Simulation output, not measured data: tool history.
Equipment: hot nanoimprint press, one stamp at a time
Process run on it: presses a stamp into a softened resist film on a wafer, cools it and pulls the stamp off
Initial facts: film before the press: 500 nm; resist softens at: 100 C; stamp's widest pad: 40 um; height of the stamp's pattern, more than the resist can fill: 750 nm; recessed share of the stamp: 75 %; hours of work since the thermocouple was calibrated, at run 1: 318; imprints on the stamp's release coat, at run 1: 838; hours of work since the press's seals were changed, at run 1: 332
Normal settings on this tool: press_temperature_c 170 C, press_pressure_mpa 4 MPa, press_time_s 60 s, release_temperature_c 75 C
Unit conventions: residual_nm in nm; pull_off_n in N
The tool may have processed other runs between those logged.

| run | hour | press_temperature_c | press_pressure_mpa | press_time_s | release_temperature_c | hours of work since the thermocouple was calibrated | imprints on the stamp's release coat | hours of work since the press's seals were changed | residual_nm | pull_off_n |
|---|---|---|---|---|---|---|---|---|---|---|
| 1 | 0 | 170 | 4 | 60 | 75 | 318 | 838 | 332 | 271.4 | 262 |
| 2 | 15.8 | 170 | 4 | 60 | 75 | 326 | 902 | 340 | 271.6 | 273 |
| 3 | 22.8 | 170 | 4 | 60 | 75 | 329 | 931 | 344 | 270.2 | 262 |
| 4 | 36.2 | 170 | 4 | 60 | 75 | 336 | 986 | 350 | 271 | 268 |
| 5 | 50.8 | 170 | 4 | 60 | 75 | 344 | 1045 | 358 | 271.9 | 275 |
|  | 63.1 | stamp cleaned and given a new release coat |
| 6 | 64 | 170 | 4 | 60 | 75 | 347 | 3 | 362 | 271.7 | 225 |
| 7 | 78.3 | 170 | 4 | 60 | 68 | 355 | 62 | 369 | 272.4 | 251 |
|  | 92.1 | plate thermocouple calibrated |
| 8 | 92.1 | 171 | 3.15 | 102 | 62 | 0 | 106 | 374 | 242.2 | 257 |
| 9 | 101.8 | 171 | 3.15 | 102 | 62 | 5 | 145 | 379 | 244.5 | 271 |
| 10 | 111.7 | 171 | 2.99 | 71 | 62 | 10 | 186 | 384 | 279.5 | 266 |
| 11 | 119.4 | 170 | 4 | 107 | 75 | 14 | 217 | 388 | 220.4 | 231 |

Selected run-to-run steps in residual_nm, each split into two signed amounts: the part the tool would show with no hidden state at all (from settings, incoming material and random variation), and the remainder, which goes to the hidden state together with any gauge scatter not common to the measured and the hidden-state-free results:
Hidden conditions of the tool in this case: true temperature over the reading, C; pressure that arrives at the usual setting, %; grip of the stamp's worn release coat, % over a new coat's; drift of the gauge itself on residual_nm, %; drift of the gauge itself on pull_off_n, %.
Run 7 -> 8: press_temperature_c 170 -> 171, press_pressure_mpa 4 -> 3.15, press_time_s 60 -> 102, release_temperature_c 68 -> 62, plate thermocouple calibrated. residual_nm -30.2 nm: hidden state -4.3, all else -25.9.
Run 10 -> 11: press_temperature_c 171 -> 170, press_pressure_mpa 2.99 -> 4, press_time_s 71 -> 107, release_temperature_c 62 -> 75. residual_nm -59.1 nm: hidden state +0.4, all else -59.5.
